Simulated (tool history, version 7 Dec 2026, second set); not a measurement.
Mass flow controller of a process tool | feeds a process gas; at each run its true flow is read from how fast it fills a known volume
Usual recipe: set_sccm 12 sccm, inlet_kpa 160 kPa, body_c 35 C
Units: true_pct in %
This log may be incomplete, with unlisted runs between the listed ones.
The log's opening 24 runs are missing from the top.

| run | hour | set_sccm | inlet_kpa | body_c | true_pct |
|---|---|---|---|---|---|
| 25 | 1393.8 | 6 | 239 | 27 | 100.12 |
| 26 | 1427.4 | 6 | 239 | 27 | 100.13 |
| 27 | 1463 | 5 | 271 | 38 | 101.77 |
| 28 | 1513.4 | 10 | 162 | 22 | 98.98 |
| 29 | 1549.4 | 2 | 153 | 35 | 101.5 |
| 30 | 1593.8 | 2 | 153 | 35 | 101.51 |
| 31 | 1631.5 | 12 | 160 | 27 | 99.82 |
| 32 | 1705.5 | 6 | 175 | 30 | 99.95 |
| 33 | 1763.4 | 6 | 144 | 25 | 99.27 |
| 34 | 1823.3 | 4 | 155 | 22 | 99.09 |
| 35 | 1868.9 | 4 | 155 | 22 | 99.13 |
| 36 | 1907.8 | 7 | 176 | 40 | 101.25 |
| 37 | 1957.4 | 3 | 247 | 26 | 100.7 |
| 38 | 2030.1 | 3 | 247 | 26 | 100.69 |
| 39 | 2086.1 | 3 | 247 | 26 | 100.72 |
| 40 | 2123.4 | 3 | 247 | 26 | 100.69 |
| 41 | 2192.5 | 3 | 247 | 26 | 100.74 |
| 42 | 2247.2 | 10 | 222 | 39 | 101.6 |
| 43 | 2311.7 | 4 | 276 | 34 | 101.59 |
| 44 | 2383.1 | 4 | 276 | 34 | 101.67 |
| 45 | 2431 | 4 | 276 | 34 | 101.78 |
| 46 | 2476.2 | 4 | 276 | 34 | 101.73 |
| 47 | 2556.4 | 7 | 276 | 33 | 101.36 |
| 48 | 2630.3 | 7 | 276 | 33 | 101.35 |

5 ways to go on from here, each from the tool as it stands after run 48. What would each give?
| A | 2700.7 | 18 | 276 | 33 | ? |
| B | 2700.7 | 10 | 248 | 23 | ? |
| C | 2700.7 | 5 | 160 | 35 | ? |
| D | 2700.7 | 5 | 198 | 29 | ? |
| E | 2700.7 | 12 | 229 | 35 | ? |

| run | true_pct |
|---|---|
| A | 102.2 |
| B | 100.06 |
| C | 100.86 |
| D | 100.24 |
| E | 101.45 |
Had the tool no hidden state, the same runs would have come out as:
| run | true_pct |
|---|---|
| A | 101.38 |
| B | 98.97 |
| C | 99.19 |
| D | 98.57 |
| E | 100.46 |

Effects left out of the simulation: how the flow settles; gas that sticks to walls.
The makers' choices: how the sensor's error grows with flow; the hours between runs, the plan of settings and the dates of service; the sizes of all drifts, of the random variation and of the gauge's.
